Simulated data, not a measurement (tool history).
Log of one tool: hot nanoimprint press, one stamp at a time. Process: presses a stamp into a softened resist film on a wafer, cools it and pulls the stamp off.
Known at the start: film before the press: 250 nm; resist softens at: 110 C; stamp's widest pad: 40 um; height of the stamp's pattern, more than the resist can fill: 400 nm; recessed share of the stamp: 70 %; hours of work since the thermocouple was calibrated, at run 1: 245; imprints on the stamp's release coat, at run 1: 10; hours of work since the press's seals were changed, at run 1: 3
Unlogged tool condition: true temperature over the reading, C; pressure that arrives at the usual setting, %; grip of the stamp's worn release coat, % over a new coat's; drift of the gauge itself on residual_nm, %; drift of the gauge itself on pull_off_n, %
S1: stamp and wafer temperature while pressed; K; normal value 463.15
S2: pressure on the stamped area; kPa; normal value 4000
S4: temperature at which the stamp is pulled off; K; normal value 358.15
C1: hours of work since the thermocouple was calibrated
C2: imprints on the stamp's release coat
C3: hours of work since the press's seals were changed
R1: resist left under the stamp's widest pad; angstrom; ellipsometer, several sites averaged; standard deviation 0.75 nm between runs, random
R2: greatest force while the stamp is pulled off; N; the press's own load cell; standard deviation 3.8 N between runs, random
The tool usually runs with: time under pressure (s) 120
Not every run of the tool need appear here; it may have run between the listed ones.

{"run": 1, "hour": 0.0, "S1": 463.15, "S2": 4000, "time under pressure (s)": 120, "S4": 358.15, "C1": 245, "C2": 10, "C3": 3, "R1": 901, "R2": 186}
{"run": 2, "hour": 16.7, "S1": 463.15, "S2": 4000, "time under pressure (s)": 120, "S4": 358.15, "C1": 255, "C2": 45, "C3": 13, "R1": 898, "R2": 174}
{"run": 3, "hour": 41.3, "S1": 463.15, "S2": 4000, "time under pressure (s)": 120, "S4": 358.15, "C1": 270, "C2": 97, "C3": 28, "R1": 893, "R2": 184}
{"run": 4, "hour": 72.6, "S1": 463.15, "S2": 4000, "time under pressure (s)": 120, "S4": 358.15, "C1": 289, "C2": 163, "C3": 47, "R1": 876, "R2": 191}
{"run": 5, "hour": 88.6, "S1": 463.15, "S2": 4000, "time under pressure (s)": 120, "S4": 358.15, "C1": 298, "C2": 196, "C3": 56, "R1": 881, "R2": 188}
{"run": 6, "hour": 112.1, "S1": 463.15, "S2": 4000, "time under pressure (s)": 120, "S4": 358.15, "C1": 312, "C2": 246, "C3": 70, "R1": 883, "R2": 193}
{"run": 7, "hour": 138.2, "S1": 463.15, "S2": 4000, "time under pressure (s)": 120, "S4": 358.15, "C1": 328, "C2": 301, "C3": 86, "R1": 883, "R2": 191}
{"run": 8, "hour": 158.7, "S1": 463.15, "S2": 4000, "time under pressure (s)": 120, "S4": 358.15, "C1": 340, "C2": 344, "C3": 99, "R1": 888, "R2": 201}
{"run": 9, "hour": 181.8, "S1": 460.15, "S2": 4000, "time under pressure (s)": 120, "S4": 358.15, "C1": 354, "C2": 392, "C3": 112, "R1": 1022, "R2": 200}
{"run": 10, "hour": 204.2, "S1": 455.15, "S2": 4000, "time under pressure (s)": 120, "S4": 358.15, "C1": 368, "C2": 439, "C3": 126, "R1": 1316, "R2": 200}
{"run": 11, "hour": 227.2, "S1": 463.15, "S2": 4000, "time under pressure (s)": 120, "S4": 358.15, "C1": 382, "C2": 487, "C3": 140, "R1": 875, "R2": 200}
{"run": 12, "hour": 247.1, "S1": 463.15, "S2": 4000, "time under pressure (s)": 120, "S4": 358.15, "C1": 394, "C2": 529, "C3": 152, "R1": 866, "R2": 200}
{"run": 13, "hour": 277.9, "S1": 463.15, "S2": 4000, "time under pressure (s)": 120, "S4": 358.15, "C1": 412, "C2": 594, "C3": 170, "R1": 858, "R2": 204}
{"run": 14, "hour": 305.4, "S1": 463.15, "S2": 4000, "time under pressure (s)": 120, "S4": 359.15, "C1": 429, "C2": 652, "C3": 187, "R1": 873, "R2": 213}
{"run": 15, "hour": 331.5, "S1": 463.15, "S2": 4000, "time under pressure (s)": 120, "S4": 359.15, "C1": 444, "C2": 707, "C3": 203, "R1": 871, "R2": 210}
{"run": 16, "hour": 349.2, "S1": 470.15, "S2": 4000, "time under pressure (s)": 116, "S4": 358.15, "C1": 455, "C2": 744, "C3": 213, "R1": 632, "R2": 212}
{"run": 17, "hour": 376.8, "S1": 470.15, "S2": 4000, "time under pressure (s)": 116, "S4": 358.15, "C1": 472, "C2": 802, "C3": 230, "R1": 629, "R2": 213}
{"run": 18, "hour": 402.9, "S1": 474.15, "S2": 4720, "time under pressure (s)": 161, "S4": 344.15, "C1": 487, "C2": 857, "C3": 246, "R1": 395, "R2": 300}
{"hour": 426.1, "done": "stamp cleaned and given a new release coat"}
{"run": 19, "hour": 429.4, "S1": 474.15, "S2": 4720, "time under pressure (s)": 161, "S4": 344.15, "C1": 500, "C2": 7, "C3": 258, "R1": 407, "R2": 238}
{"run": 20, "hour": 462.2, "S1": 474.15, "S2": 4000, "time under pressure (s)": 104, "S4": 344.15, "C1": 520, "C2": 76, "C3": 278, "R1": 541, "R2": 238}
{"hour": 482.7, "done": "plate thermocouple calibrated"}
{"run": 21, "hour": 487.9, "S1": 474.15, "S2": 4000, "time under pressure (s)": 104, "S4": 344.15, "C1": 3, "C2": 124, "C3": 291, "R1": 576, "R2": 252}
{"run": 22, "hour": 507.2, "S1": 474.15, "S2": 4000, "time under pressure (s)": 104, "S4": 344.15, "C1": 15, "C2": 164, "C3": 303, "R1": 576, "R2": 247}
{"run": 23, "hour": 527.6, "S1": 454.15, "S2": 4000, "time under pressure (s)": 184, "S4": 343.15, "C1": 27, "C2": 207, "C3": 315, "R1": 1221, "R2": 256}
{"run": 24, "hour": 544.4, "S1": 470.15, "S2": 4000, "time under pressure (s)": 90, "S4": 344.15, "C1": 37, "C2": 242, "C3": 325, "R1": 740, "R2": 259}
{"run": 25, "hour": 567.7, "S1": 465.15, "S2": 4460, "time under pressure (s)": 210, "S4": 346.15, "C1": 51, "C2": 291, "C3": 339, "R1": 608, "R2": 252}
{"run": 26, "hour": 587.9, "S1": 465.15, "S2": 4460, "time under pressure (s)": 210, "S4": 346.15, "C1": 63, "C2": 334, "C3": 352, "R1": 611, "R2": 253}
{"run": 27, "hour": 621.8, "S1": 463.15, "S2": 4000, "time under pressure (s)": 194, "S4": 364.15, "C1": 84, "C2": 405, "C3": 372, "R1": 743, "R2": 173}
{"run": 28, "hour": 655.9, "S1": 463.15, "S2": 4000, "time under pressure (s)": 194, "S4": 364.15, "C1": 104, "C2": 477, "C3": 393, "R1": 740, "R2": 174}
{"run": 29, "hour": 687.2, "S1": 463.15, "S2": 4000, "time under pressure (s)": 187, "S4": 346.15, "C1": 123, "C2": 542, "C3": 411, "R1": 737, "R2": 261}
{"run": 30, "hour": 723.4, "S1": 469.15, "S2": 4000, "time under pressure (s)": 120, "S4": 358.15, "C1": 145, "C2": 618, "C3": 433, "R1": 665, "R2": 210}

Branching from run 30: 4 alternative next runs. What would each branch give?
{"run": "A", "hour": 746.4, "S1": 463.15, "S2": 4000, "time under pressure (s)": 169, "S4": 358.15, "C1": 159, "C2": 667, "C3": 447, "R1": "?", "R2": "?"}
{"run": "B", "hour": 746.4, "S1": 459.15, "S2": 4000, "time under pressure (s)": 120, "S4": 358.15, "C1": 159, "C2": 667, "C3": 447, "R1": "?", "R2": "?"}
{"run": "C", "hour": 746.4, "S1": 469.15, "S2": 4000, "time under pressure (s)": 103, "S4": 358.15, "C1": 159, "C2": 667, "C3": 447, "R1": "?", "R2": "?"}
{"run": "D", "hour": 746.4, "S1": 463.15, "S2": 2470, "time under pressure (s)": 120, "S4": 358.15, "C1": 159, "C2": 667, "C3": 447, "R1": "?", "R2": "?"}

run=A R1=783 R2=219
run=B R1=1106 R2=213
run=C R1=713 R2=210
run=D R1=1107 R2=214
Take away the tool's hidden state, keep each run's random variation, and the runs would have read:
run=A R1=818 R2=189
run=B R1=1153 R2=184
run=C R1=743 R2=180
run=D R1=1152 R2=184

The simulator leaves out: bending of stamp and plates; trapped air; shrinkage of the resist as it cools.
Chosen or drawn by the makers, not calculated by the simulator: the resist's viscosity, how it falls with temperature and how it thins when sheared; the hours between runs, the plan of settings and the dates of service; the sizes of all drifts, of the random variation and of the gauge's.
